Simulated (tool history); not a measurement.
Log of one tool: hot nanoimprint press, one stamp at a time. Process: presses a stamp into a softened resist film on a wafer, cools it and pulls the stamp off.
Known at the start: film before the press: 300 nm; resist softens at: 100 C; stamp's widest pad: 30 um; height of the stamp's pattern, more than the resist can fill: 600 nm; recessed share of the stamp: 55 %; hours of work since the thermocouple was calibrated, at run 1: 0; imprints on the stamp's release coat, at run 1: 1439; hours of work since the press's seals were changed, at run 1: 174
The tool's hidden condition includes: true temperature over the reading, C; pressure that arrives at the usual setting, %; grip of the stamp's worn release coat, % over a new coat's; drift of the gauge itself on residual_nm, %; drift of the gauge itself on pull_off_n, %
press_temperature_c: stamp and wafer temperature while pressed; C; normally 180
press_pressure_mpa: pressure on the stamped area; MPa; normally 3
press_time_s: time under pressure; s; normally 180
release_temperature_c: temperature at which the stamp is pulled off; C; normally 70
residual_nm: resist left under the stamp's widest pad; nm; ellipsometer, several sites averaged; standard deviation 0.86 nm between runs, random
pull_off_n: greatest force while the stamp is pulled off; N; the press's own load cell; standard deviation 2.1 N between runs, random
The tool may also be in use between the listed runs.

| run | day | press_temperature_c | press_pressure_mpa | press_time_s | release_temperature_c | hours of work since the thermocouple was calibrated | imprints on the stamp's release coat | hours of work since the press's seals were changed | residual_nm | pull_off_n |
|---|---|---|---|---|---|---|---|---|---|---|
| 1 | 0 | 180 | 3 | 180 | 70 | 0 | 1439 | 174 | 117.1 | 141 |
| 2 | 2.4 | 180 | 3 | 180 | 70 | 32 | 1543 | 206 | 116.5 | 140 |
| 3 | 4.388 | 180 | 3 | 180 | 64 | 58 | 1630 | 232 | 118.4 | 158 |
| 4 | 6.492 | 180 | 3 | 180 | 64 | 86 | 1721 | 260 | 121.7 | 160 |
| 5 | 8.158 | 180 | 3 | 180 | 64 | 108 | 1794 | 282 | 119.2 | 166 |
| 6 | 10.2 | 180 | 3 | 180 | 70 | 135 | 1883 | 309 | 121 | 161 |
|  | 10.846 | stamp cleaned and given a new release coat |
| 7 | 13.179 | 180 | 3 | 180 | 70 | 171 | 101 | 345 | 120.8 | 99 |
| 8 | 16.233 | 180 | 3 | 180 | 73 | 212 | 234 | 386 | 123.1 | 94 |
| 9 | 18.138 | 180 | 3 | 180 | 70 | 237 | 317 | 411 | 123.6 | 105 |
| 10 | 21.346 | 180 | 2.23 | 180 | 70 | 280 | 457 | 453 | 141.1 | 110 |
|  | 22.517 | plate thermocouple calibrated |
| 11 | 23.367 | 180 | 2.23 | 180 | 70 | 11 | 539 | 479 | 133.1 | 109 |
| 12 | 26.221 | 180 | 2.23 | 180 | 70 | 49 | 664 | 516 | 134.3 | 113 |
| 13 | 29 | 180 | 2.23 | 180 | 70 | 86 | 785 | 553 | 135.7 | 119 |
| 14 | 31.983 | 180 | 2.23 | 180 | 70 | 126 | 915 | 593 | 136.2 | 123 |
| 15 | 33.375 | 180 | 2.23 | 180 | 57 | 144 | 975 | 611 | 136.7 | 149 |
| 16 | 36.138 | 180 | 2.23 | 180 | 57 | 181 | 1095 | 648 | 138.5 | 149 |
| 17 | 39.267 | 175 | 3 | 318 | 70 | 222 | 1231 | 689 | 127.1 | 138 |
| 18 | 41.65 | 175 | 3 | 318 | 70 | 254 | 1335 | 721 | 130.5 | 141 |
| 19 | 44.125 | 180 | 2.65 | 229 | 59 | 287 | 1443 | 754 | 119.4 | 162 |
|  | 44.821 | plate thermocouple calibrated |
| 20 | 47.217 | 177 | 3.95 | 147 | 77 | 32 | 1572 | 793 | 137.7 | 134 |
| 21 | 48.962 | 170 | 2.43 | 147 | 77 | 55 | 1648 | 816 | 219 | 136 |
| 22 | 51.288 | 170 | 2.43 | 147 | 77 | 86 | 1749 | 847 | 220.8 | 135 |
| 23 | 53.288 | 175 | 2.43 | 147 | 63 | 112 | 1836 | 874 | 181.7 | 167 |
|  | 55.092 | stamp cleaned and given a new release coat |
| 24 | 56.533 | 175 | 2.43 | 147 | 63 | 152 | 63 | 913 | 181.2 | 102 |
| 25 | 58.504 | 183 | 3 | 180 | 70 | 178 | 149 | 940 | 106.7 | 101 |
| 26 | 59.85 | 183 | 3 | 180 | 70 | 196 | 207 | 957 | 107.8 | 100 |
| 27 | 62.708 | 183 | 2.92 | 180 | 70 | 234 | 332 | 995 | 109.7 | 109 |
| 28 | 64.429 | 180 | 3 | 180 | 64 | 257 | 406 | 1018 | 127.7 | 115 |
|  | 66.325 | press's hydraulic seals changed and the load cell set to zero |
| 29 | 67.317 | 180 | 3.21 | 102 | 73 | 291 | 518 | 13 | 152.4 | 108 |
|  | 67.696 | plate thermocouple calibrated |
| 30 | 70.504 | 180 | 3.21 | 102 | 73 | 37 | 651 | 54 | 142 | 111 |
| 31 | 73.654 | 180 | 3.21 | 102 | 73 | 79 | 788 | 96 | 143.8 | 115 |

Describe how what the log doesn't record of the tool's condition differs between the last listed run preceding each entry between runs and the first listed run following it.
Logged between run 6 and run 7: stamp cleaned and given a new release coat (day 10.846)
  true temperature over the reading, C: -0.48 -> -0.61; pressure that arrives at the usual setting, %: 97.26 -> 96.96; grip of the stamp's worn release coat, % over a new coat's: 65.7 -> 3.3
  what was measured, less what the result would be without the hidden state, residual_nm: +4.4 -> +5.4 nm; pull_off_n: +64 -> +4 N
Logged between run 10 and run 11: plate thermocouple calibrated (day 22.517)
  true temperature over the reading, C: -0.99 -> 0.03; pressure that arrives at the usual setting, %: 96.09 -> 95.89; grip of the stamp's worn release coat, % over a new coat's: 15.1 -> 17.9
  what was measured, less what the result would be without the hidden state, residual_nm: +8.5 -> +1.4 nm; pull_off_n: +16 -> +16 N
Logged between run 19 and run 20: plate thermocouple calibrated (day 44.821)
  true temperature over the reading, C: -1.02 -> -0.19; pressure that arrives at the usual setting, %: 93.68 -> 93.39; grip of the stamp's worn release coat, % over a new coat's: 49.5 -> 54.2
  what was measured, less what the result would be without the hidden state, residual_nm: +9.1 -> +6.2 nm; pull_off_n: +55 -> +47 N
Logged between run 23 and run 24: stamp cleaned and given a new release coat (day 55.092)
  true temperature over the reading, C: -0.49 -> -0.64; pressure that arrives at the usual setting, %: 92.73 -> 92.4; grip of the stamp's worn release coat, % over a new coat's: 63.9 -> 2
  what was measured, less what the result would be without the hidden state, residual_nm: +7.4 -> +8.6 nm; pull_off_n: +66 -> +3 N
Logged between run 28 and run 29: press's hydraulic seals changed and the load cell set to zero (day 66.325)
  true temperature over the reading, C: -1.03 -> -1.17; pressure that arrives at the usual setting, %: 91.59 -> 100.13; grip of the stamp's worn release coat, % over a new coat's: 13.4 -> 17.2
  what was measured, less what the result would be without the hidden state, residual_nm: +11.1 -> +8.4 nm; pull_off_n: +15 -> +17 N
Logged between run 29 and run 30: plate thermocouple calibrated (day 67.696)
  true temperature over the reading, C: -1.17 -> 0.15; pressure that arrives at the usual setting, %: 100.13 -> 99.8; grip of the stamp's worn release coat, % over a new coat's: 17.2 -> 21.7
  what was measured, less what the result would be without the hidden state, residual_nm: +8.4 -> -0.9 nm; pull_off_n: +17 -> +20 N

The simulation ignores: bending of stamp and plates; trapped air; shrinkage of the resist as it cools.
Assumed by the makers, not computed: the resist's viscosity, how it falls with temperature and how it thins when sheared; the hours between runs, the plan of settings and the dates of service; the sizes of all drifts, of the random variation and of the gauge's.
